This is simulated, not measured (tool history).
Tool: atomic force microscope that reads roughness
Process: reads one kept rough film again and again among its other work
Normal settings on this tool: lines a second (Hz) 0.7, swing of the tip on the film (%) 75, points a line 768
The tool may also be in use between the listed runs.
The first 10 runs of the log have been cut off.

run,day,lines a second (Hz),swing of the tip on the film (%),points a line,pictures with this tip,hours of work since the height scale was calibrated,roughness of the kept film (nm (root mean square))
11,6.35,0.7,89,768,62,559,2.007
12,6.971,0.7,89,768,77,569,1.983
13,7.688,0.7,89,768,94,579,1.969
14,8.217,0.7,89,768,107,587,1.922
15,8.754,1.368,75,768,120,595,1.894
16,9.338,1.368,75,768,134,604,1.875
17,9.833,1.368,75,768,146,611,1.861
18,10.354,0.7,75,768,158,619,1.88
19,11.012,0.7,75,768,174,629,1.852
20,11.471,0.7,75,768,185,635,1.82
21,12.1,0.7,75,768,200,645,1.815
# day 12.317: new tip fitted
22,12.725,0.7,75,768,9,654,2.167
23,13.433,0.7,75,768,26,664,2.136
24,14.221,0.7,75,768,45,676,2.085
25,14.858,0.7,75,584,60,685,2.054
26,15.654,0.7,75,768,79,697,2.021
27,15.988,0.7,75,768,87,702,2.013
28,16.629,3.242,81,864,103,712,1.847
29,17.204,1.552,57,701,116,720,1.947

What will run 30 give?
30,17.871,0.595,80,278,132,730,?

roughness of the kept film (nm (root mean square)): 1.926
The same run, on a tool lacking any hidden state, would have yielded roughness of the kept film (nm (root mean square)) 2.164.
